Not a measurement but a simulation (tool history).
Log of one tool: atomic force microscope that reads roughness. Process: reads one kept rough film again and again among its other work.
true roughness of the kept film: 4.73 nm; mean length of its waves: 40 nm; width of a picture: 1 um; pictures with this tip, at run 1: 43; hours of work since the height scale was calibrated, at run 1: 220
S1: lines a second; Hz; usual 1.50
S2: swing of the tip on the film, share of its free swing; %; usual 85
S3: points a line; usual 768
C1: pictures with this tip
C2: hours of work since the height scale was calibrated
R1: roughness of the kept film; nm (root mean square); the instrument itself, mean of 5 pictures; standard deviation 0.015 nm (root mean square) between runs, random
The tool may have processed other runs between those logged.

{"run": 1, "day": 0.0, "S1": 1.5, "S2": 85, "S3": 768, "C1": 43, "C2": 220, "R1": 3.243}
{"run": 2, "day": 0.421, "S1": 1.5, "S2": 85, "S3": 768, "C1": 61, "C2": 227, "R1": 3.144}
{"run": 3, "day": 0.958, "S1": 1.5, "S2": 85, "S3": 768, "C1": 85, "C2": 235, "R1": 2.989}
{"run": 4, "day": 1.321, "S1": 1.5, "S2": 85, "S3": 768, "C1": 101, "C2": 241, "R1": 2.858}
{"day": 1.496, "done": "new tip fitted"}
{"run": 5, "day": 1.788, "S1": 1.5, "S2": 85, "S3": 768, "C1": 13, "C2": 247, "R1": 3.473}
{"run": 6, "day": 2.146, "S1": 1.5, "S2": 85, "S3": 768, "C1": 29, "C2": 253, "R1": 3.365}
{"run": 7, "day": 2.454, "S1": 1.5, "S2": 85, "S3": 768, "C1": 42, "C2": 258, "R1": 3.271}
{"run": 8, "day": 2.9, "S1": 3.62, "S2": 85, "S3": 768, "C1": 62, "C2": 264, "R1": 2.574}
{"run": 9, "day": 3.288, "S1": 1.36, "S2": 85, "S3": 768, "C1": 79, "C2": 270, "R1": 3.049}
{"run": 10, "day": 3.667, "S1": 1.36, "S2": 85, "S3": 768, "C1": 95, "C2": 276, "R1": 2.979}
{"day": 3.971, "done": "new tip fitted"}
{"run": 11, "day": 4.025, "S1": 1.36, "S2": 85, "S3": 768, "C1": 2, "C2": 281, "R1": 3.617}
{"run": 12, "day": 4.329, "S1": 1.36, "S2": 85, "S3": 768, "C1": 15, "C2": 286, "R1": 3.481}
{"run": 13, "day": 4.808, "S1": 1.36, "S2": 85, "S3": 768, "C1": 36, "C2": 293, "R1": 3.338}
{"run": 14, "day": 5.092, "S1": 1.36, "S2": 85, "S3": 768, "C1": 49, "C2": 298, "R1": 3.252}
{"run": 15, "day": 5.575, "S1": 1.36, "S2": 85, "S3": 488, "C1": 70, "C2": 305, "R1": 3.084}
{"run": 16, "day": 6.038, "S1": 1.5, "S2": 85, "S3": 768, "C1": 90, "C2": 312, "R1": 2.92}
{"day": 6.429, "done": "new tip fitted"}
{"run": 17, "day": 6.542, "S1": 1.5, "S2": 85, "S3": 329, "C1": 5, "C2": 320, "R1": 3.54}
{"run": 18, "day": 7.125, "S1": 1.04, "S2": 85, "S3": 768, "C1": 31, "C2": 329, "R1": 3.506}
{"run": 19, "day": 7.583, "S1": 1.04, "S2": 78, "S3": 768, "C1": 51, "C2": 336, "R1": 3.469}
{"day": 7.671, "done": "height scale calibrated on a step standard"}
{"run": 20, "day": 8.125, "S1": 1.04, "S2": 78, "S3": 768, "C1": 73, "C2": 7, "R1": 3.302}
{"run": 21, "day": 8.696, "S1": 1.04, "S2": 78, "S3": 768, "C1": 97, "C2": 16, "R1": 3.151}
{"day": 8.929, "done": "new tip fitted"}
{"run": 22, "day": 9.183, "S1": 0.89, "S2": 58, "S3": 271, "C1": 11, "C2": 23, "R1": 3.969}
{"run": 23, "day": 9.471, "S1": 1.67, "S2": 58, "S3": 271, "C1": 23, "C2": 27, "R1": 3.82}
{"run": 24, "day": 9.833, "S1": 1.67, "S2": 81, "S3": 762, "C1": 39, "C2": 33, "R1": 3.312}
{"day": 10.25, "done": "height scale calibrated on a step standard, once more"}
{"run": 25, "day": 10.25, "S1": 2.33, "S2": 87, "S3": 762, "C1": 56, "C2": 0, "R1": 2.813}
{"run": 26, "day": 10.796, "S1": 2.33, "S2": 87, "S3": 762, "C1": 80, "C2": 8, "R1": 2.652}
{"run": 27, "day": 11.129, "S1": 2.33, "S2": 87, "S3": 762, "C1": 94, "C2": 13, "R1": 2.585}
{"day": 11.462, "done": "new tip fitted"}
{"run": 28, "day": 11.504, "S1": 3.85, "S2": 75, "S3": 964, "C1": 2, "C2": 19, "R1": 3.27}
{"run": 29, "day": 11.971, "S1": 3.85, "S2": 75, "S3": 964, "C1": 22, "C2": 26, "R1": 3.112}
{"run": 30, "day": 12.458, "S1": 2.48, "S2": 81, "S3": 750, "C1": 43, "C2": 34, "R1": 3.048}
{"run": 31, "day": 12.979, "S1": 2.93, "S2": 85, "S3": 576, "C1": 66, "C2": 42, "R1": 2.678}
{"run": 32, "day": 13.558, "S1": 2.17, "S2": 85, "S3": 259, "C1": 91, "C2": 50, "R1": 2.732}
{"day": 13.921, "done": "new tip fitted"}
{"run": 33, "day": 13.929, "S1": 2.17, "S2": 85, "S3": 259, "C1": 1, "C2": 56, "R1": 3.281}
{"run": 34, "day": 14.342, "S1": 2.17, "S2": 85, "S3": 1008, "C1": 19, "C2": 62, "R1": 3.165}
{"run": 35, "day": 14.933, "S1": 2.17, "S2": 85, "S3": 1008, "C1": 45, "C2": 71, "R1": 2.983}
{"run": 36, "day": 15.429, "S1": 1.5, "S2": 75, "S3": 768, "C1": 66, "C2": 79, "R1": 3.231}
{"run": 37, "day": 15.788, "S1": 0.59, "S2": 85, "S3": 661, "C1": 82, "C2": 84, "R1": 3.238}
{"run": 38, "day": 16.179, "S1": 0.59, "S2": 85, "S3": 661, "C1": 99, "C2": 90, "R1": 3.13}
{"day": 16.367, "done": "new tip fitted"}
{"run": 39, "day": 16.688, "S1": 1.48, "S2": 69, "S3": 270, "C1": 15, "C2": 98, "R1": 3.766}
{"run": 40, "day": 17.096, "S1": 1.5, "S2": 84, "S3": 959, "C1": 32, "C2": 104, "R1": 3.352}
{"run": 41, "day": 17.575, "S1": 1.5, "S2": 82, "S3": 768, "C1": 53, "C2": 112, "R1": 3.217}
{"run": 42, "day": 18.154, "S1": 1.5, "S2": 74, "S3": 928, "C1": 79, "C2": 121, "R1": 3.188}

For some of the steps in R1 from one run to the next: how much would appear even if the tool had no hidden state, given the settings, what came in and random variation, and how much remains for the hidden state plus any gauge scatter that the measured result and the result without hidden state don't share?
Unlogged tool condition in this case: radius of the tip, nm; height scale over the true one, %; drift of the gauge itself on roughness_nm, %.
Run 7 -> 8: S1 1.50 -> 3.62. R1 -0.697 nm (root mean square): hidden state -0.044, all else -0.653.
Run 10 -> 11: new tip fitted. R1 +0.638 nm (root mean square): hidden state +0.629, all else +0.009.
Run 16 -> 17: S3 768 -> 329, new tip fitted. R1 +0.620 nm (root mean square): hidden state +0.619, all else +0.001.
Run 21 -> 22: S1 1.04 -> 0.89, S2 78 -> 58, S3 768 -> 271, new tip fitted. R1 +0.818 nm (root mean square): hidden state +0.609, all else +0.209.
Run 27 -> 28: S1 2.33 -> 3.85, S2 87 -> 75, S3 762 -> 964, new tip fitted. R1 +0.685 nm (root mean square): hidden state +0.608, all else +0.077.
Run 38 -> 39: S1 0.59 -> 1.48, S2 85 -> 69, S3 661 -> 270, new tip fitted. R1 +0.636 nm (root mean square): hidden state +0.678, all else -0.042.
